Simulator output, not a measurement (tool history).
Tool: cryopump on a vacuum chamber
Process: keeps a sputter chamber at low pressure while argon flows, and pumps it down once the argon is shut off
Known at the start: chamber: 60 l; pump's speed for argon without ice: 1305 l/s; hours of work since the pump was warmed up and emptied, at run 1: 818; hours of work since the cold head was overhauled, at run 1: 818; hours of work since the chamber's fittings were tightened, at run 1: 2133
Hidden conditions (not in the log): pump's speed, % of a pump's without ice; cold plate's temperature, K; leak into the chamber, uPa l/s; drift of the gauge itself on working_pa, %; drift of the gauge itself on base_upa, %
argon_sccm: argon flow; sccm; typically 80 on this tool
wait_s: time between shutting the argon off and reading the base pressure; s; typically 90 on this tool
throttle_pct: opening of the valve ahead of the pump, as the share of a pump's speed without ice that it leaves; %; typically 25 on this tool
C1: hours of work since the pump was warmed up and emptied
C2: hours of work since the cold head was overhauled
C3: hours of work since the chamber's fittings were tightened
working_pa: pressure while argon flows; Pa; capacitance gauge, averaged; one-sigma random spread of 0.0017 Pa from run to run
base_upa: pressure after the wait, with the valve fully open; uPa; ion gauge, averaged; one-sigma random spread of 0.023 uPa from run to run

{"run": 1, "day": 0.0, "argon_sccm": 80, "wait_s": 90, "throttle_pct": 25, "C1": 818, "C2": 818, "C3": 2133, "working_pa": 0.4241, "base_upa": 1.81}
{"run": 2, "day": 2.1, "argon_sccm": 80, "wait_s": 90, "throttle_pct": 25, "C1": 857, "C2": 857, "C3": 2172, "working_pa": 0.4232, "base_upa": 1.83}
{"run": 3, "day": 3.608, "argon_sccm": 110, "wait_s": 90, "throttle_pct": 25, "C1": 885, "C2": 885, "C3": 2200, "working_pa": 0.5825, "base_upa": 1.88}
{"run": 4, "day": 6.333, "argon_sccm": 80, "wait_s": 90, "throttle_pct": 25, "C1": 935, "C2": 935, "C3": 2250, "working_pa": 0.4266, "base_upa": 1.91}
{"run": 5, "day": 7.95, "argon_sccm": 80, "wait_s": 90, "throttle_pct": 25, "C1": 965, "C2": 965, "C3": 2280, "working_pa": 0.4285, "base_upa": 1.91}
{"run": 6, "day": 10.167, "argon_sccm": 80, "wait_s": 90, "throttle_pct": 25, "C1": 1006, "C2": 1006, "C3": 2321, "working_pa": 0.4308, "base_upa": 1.94}
{"run": 7, "day": 11.35, "argon_sccm": 80, "wait_s": 90, "throttle_pct": 25, "C1": 1028, "C2": 1028, "C3": 2343, "working_pa": 0.4296, "base_upa": 1.95}
{"run": 8, "day": 12.788, "argon_sccm": 80, "wait_s": 90, "throttle_pct": 25, "C1": 1054, "C2": 1054, "C3": 2370, "working_pa": 0.4307, "base_upa": 2.01}
{"run": 9, "day": 14.929, "argon_sccm": 80, "wait_s": 90, "throttle_pct": 25, "C1": 1094, "C2": 1094, "C3": 2409, "working_pa": 0.4293, "base_upa": 1.92}
{"run": 10, "day": 16.629, "argon_sccm": 80, "wait_s": 90, "throttle_pct": 25, "C1": 1125, "C2": 1125, "C3": 2441, "working_pa": 0.4333, "base_upa": 1.97}
{"run": 11, "day": 18.554, "argon_sccm": 33, "wait_s": 90, "throttle_pct": 25, "C1": 1161, "C2": 1161, "C3": 2476, "working_pa": 0.1775, "base_upa": 1.99}
{"day": 19.579, "done": "pump warmed up, emptied and cooled again"}
{"run": 12, "day": 21.442, "argon_sccm": 33, "wait_s": 90, "throttle_pct": 25, "C1": 34, "C2": 1210, "C3": 2526, "working_pa": 0.1724, "base_upa": 1.9}
{"run": 13, "day": 23.142, "argon_sccm": 33, "wait_s": 90, "throttle_pct": 25, "C1": 66, "C2": 1241, "C3": 2557, "working_pa": 0.1731, "base_upa": 1.9}
{"run": 14, "day": 24.562, "argon_sccm": 33, "wait_s": 90, "throttle_pct": 25, "C1": 92, "C2": 1268, "C3": 2583, "working_pa": 0.1726, "base_upa": 1.93}
{"run": 15, "day": 26.521, "argon_sccm": 33, "wait_s": 90, "throttle_pct": 25, "C1": 128, "C2": 1304, "C3": 2619, "working_pa": 0.1727, "base_upa": 1.89}
{"run": 16, "day": 28.167, "argon_sccm": 33, "wait_s": 90, "throttle_pct": 39, "C1": 159, "C2": 1334, "C3": 2650, "working_pa": 0.1126, "base_upa": 1.94}
{"run": 17, "day": 30.546, "argon_sccm": 33, "wait_s": 90, "throttle_pct": 39, "C1": 202, "C2": 1378, "C3": 2694, "working_pa": 0.1112, "base_upa": 1.94}
{"run": 18, "day": 32.633, "argon_sccm": 68, "wait_s": 90, "throttle_pct": 25, "C1": 241, "C2": 1417, "C3": 2732, "working_pa": 0.3563, "base_upa": 2.05}
{"run": 19, "day": 34.308, "argon_sccm": 106, "wait_s": 25, "throttle_pct": 25, "C1": 272, "C2": 1448, "C3": 2763, "working_pa": 0.5534, "base_upa": 3.42}
{"run": 20, "day": 37.075, "argon_sccm": 106, "wait_s": 39, "throttle_pct": 20, "C1": 323, "C2": 1499, "C3": 2814, "working_pa": 0.6948, "base_upa": 2.76}
{"run": 21, "day": 39.617, "argon_sccm": 106, "wait_s": 39, "throttle_pct": 20, "C1": 370, "C2": 1546, "C3": 2861, "working_pa": 0.6944, "base_upa": 2.72}
{"run": 22, "day": 41.275, "argon_sccm": 81, "wait_s": 174, "throttle_pct": 41, "C1": 401, "C2": 1576, "C3": 2892, "working_pa": 0.2625, "base_upa": 1.84}
{"run": 23, "day": 43.846, "argon_sccm": 81, "wait_s": 174, "throttle_pct": 22, "C1": 448, "C2": 1624, "C3": 2939, "working_pa": 0.4849, "base_upa": 1.89}
{"run": 24, "day": 45.292, "argon_sccm": 81, "wait_s": 174, "throttle_pct": 22, "C1": 475, "C2": 1651, "C3": 2966, "working_pa": 0.4852, "base_upa": 1.92}
{"run": 25, "day": 46.712, "argon_sccm": 80, "wait_s": 120, "throttle_pct": 33, "C1": 501, "C2": 1677, "C3": 2992, "working_pa": 0.3206, "base_upa": 1.94}
{"run": 26, "day": 47.904, "argon_sccm": 147, "wait_s": 71, "throttle_pct": 58, "C1": 523, "C2": 1699, "C3": 3014, "working_pa": 0.3424, "base_upa": 2.32}
{"run": 27, "day": 50.696, "argon_sccm": 147, "wait_s": 71, "throttle_pct": 58, "C1": 575, "C2": 1750, "C3": 3066, "working_pa": 0.3451, "base_upa": 2.31}
{"run": 28, "day": 53.479, "argon_sccm": 88, "wait_s": 129, "throttle_pct": 52, "C1": 626, "C2": 1802, "C3": 3117, "working_pa": 0.228, "base_upa": 2.04}
{"run": 29, "day": 55.954, "argon_sccm": 88, "wait_s": 129, "throttle_pct": 52, "C1": 672, "C2": 1847, "C3": 3163, "working_pa": 0.2293, "base_upa": 2.09}
{"run": 30, "day": 58.138, "argon_sccm": 88, "wait_s": 129, "throttle_pct": 52, "C1": 712, "C2": 1888, "C3": 3203, "working_pa": 0.2313, "base_upa": 2.15}
{"run": 31, "day": 60.646, "argon_sccm": 80, "wait_s": 90, "throttle_pct": 33, "C1": 758, "C2": 1934, "C3": 3249, "working_pa": 0.326, "base_upa": 2.36}
{"run": 32, "day": 62.512, "argon_sccm": 80, "wait_s": 90, "throttle_pct": 27, "C1": 793, "C2": 1968, "C3": 3284, "working_pa": 0.3957, "base_upa": 2.37}
{"run": 33, "day": 64.038, "argon_sccm": 124, "wait_s": 199, "throttle_pct": 27, "C1": 821, "C2": 1997, "C3": 3312, "working_pa": 0.6109, "base_upa": 2.12}

Selected run-to-run steps in working_pa, each split into two signed amounts: the part the tool would show with no hidden state at all (from settings, incoming material and random variation), and the remainder, which goes to the hidden state together with any gauge scatter not common to the measured and the hidden-state-free results:
Run 10 -> 11: argon_sccm 80 -> 33. working_pa -0.2558 Pa: hidden state -0.0094, all else -0.2464.
Run 17 -> 18: argon_sccm 33 -> 68, throttle_pct 39 -> 25. working_pa +0.2451 Pa: hidden state +0.0022, all else +0.2429.
Run 21 -> 22: argon_sccm 106 -> 81, wait_s 39 -> 174, throttle_pct 20 -> 41. working_pa -0.4319 Pa: hidden state -0.0016, all else -0.4303.
Run 25 -> 26: argon_sccm 80 -> 147, wait_s 120 -> 71, throttle_pct 33 -> 58. working_pa +0.0218 Pa: hidden state +0.0074, all else +0.0144.
Run 32 -> 33: argon_sccm 80 -> 124, wait_s 90 -> 199. working_pa +0.2152 Pa: hidden state +0.0073, all else +0.2079.
